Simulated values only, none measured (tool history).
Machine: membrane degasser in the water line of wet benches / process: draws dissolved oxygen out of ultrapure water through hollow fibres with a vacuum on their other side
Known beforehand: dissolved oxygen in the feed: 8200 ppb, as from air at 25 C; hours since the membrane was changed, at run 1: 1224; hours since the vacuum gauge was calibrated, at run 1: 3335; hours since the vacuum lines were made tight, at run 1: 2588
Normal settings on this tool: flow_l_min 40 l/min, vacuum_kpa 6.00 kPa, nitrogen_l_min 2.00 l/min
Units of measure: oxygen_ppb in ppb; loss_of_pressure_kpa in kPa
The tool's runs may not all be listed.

run	hour	flow_l_min	vacuum_kpa	nitrogen_l_min	hours since the membrane was changed	hours since the vacuum gauge was calibrated	hours since the vacuum lines were made tight	oxygen_ppb	loss_of_pressure_kpa
1	0.0	40	6.00	2.00	1224	3335	2588	137.0	51.87
2	88.6	40	6.00	2.00	1312	3424	2677	136.5	51.94
3	130.1	31	6.00	2.00	1354	3466	2718	106.1	40.58
4	200.3	40	7.27	2.00	1424	3536	2789	191.1	52.07
5	294.5	40	7.27	2.00	1518	3630	2883	194.7	52.33
6	373.4	40	7.27	2.00	1597	3709	2962	191.5	52.00
7	433.5	40	7.27	2.00	1657	3769	3022	193.7	52.31
8	528.1	40	7.27	2.00	1752	3864	3116	190.8	52.25
9	620.2	40	11.27	2.00	1844	3956	3209	359.2	52.03
10	713.7	40	6.00	2.00	1937	4049	3302	138.2	52.49
11	764.0	40	6.00	2.00	1988	4099	3352	137.6	52.50
12	807.0	40	6.00	2.00	2031	4142	3395	139.5	52.26
13	879.2	40	6.00	0.94	2103	4215	3468	251.8	52.64
14	967.5	40	4.13	2.00	2191	4303	3556	56.9	52.08
# hour 1056.1: vacuum gauge calibrated
15	1057.0	49	6.00	2.00	2280	1	3645	163.8	64.19
16	1146.8	49	6.00	2.00	2370	91	3735	165.2	63.97
17	1217.5	49	6.00	2.00	2441	161	3805	166.1	64.36
18	1307.9	49	6.00	2.00	2531	252	3896	164.4	64.33
19	1401.4	41	6.00	2.00	2624	345	3989	136.3	53.61
20	1474.6	41	6.00	2.00	2698	419	4062	134.8	53.99
21	1547.1	52	9.06	2.33	2770	491	4135	301.2	68.69
22	1635.7	52	9.06	2.33	2859	580	4224	301.2	68.01
23	1705.6	28	5.44	1.09	2929	649	4293	128.4	37.08
24	1774.8	28	5.44	1.09	2998	719	4363	127.8	36.63
25	1844.5	47	5.44	1.09	3068	788	4432	203.2	61.90
26	1911.6	46	6.00	2.00	3135	856	4499	155.8	60.58
27	1990.9	25	4.45	1.14	3214	935	4579	63.3	33.19
28	2031.3	25	4.45	1.14	3254	975	4619	63.7	32.90
29	2081.3	25	4.45	1.14	3304	1025	4669	64.2	33.07
30	2155.7	37	4.45	1.09	3379	1100	4744	97.5	48.86
31	2222.5	25	6.00	5.95	3446	1166	4810	30.9	32.80
32	2283.3	25	11.93	1.01	3506	1227	4871	454.0	32.94

Alternative continuations, all from the tool just after run 32; predict every row:
A	2363.2	28	11.75	1.30	3586	1307	4951	?	?
B	2363.2	33	5.96	1.23	3586	1307	4951	?	?
C	2363.2	25	9.67	1.85	3586	1307	4951	?	?

run	oxygen_ppb	loss_of_pressure_kpa
A	395.6	36.91
B	163.3	43.38
C	202.0	33.06
Without the tool's hidden state the same runs would have given:
run	oxygen_ppb	loss_of_pressure_kpa
A	390.8	36.30
B	159.2	42.66
C	198.4	32.51
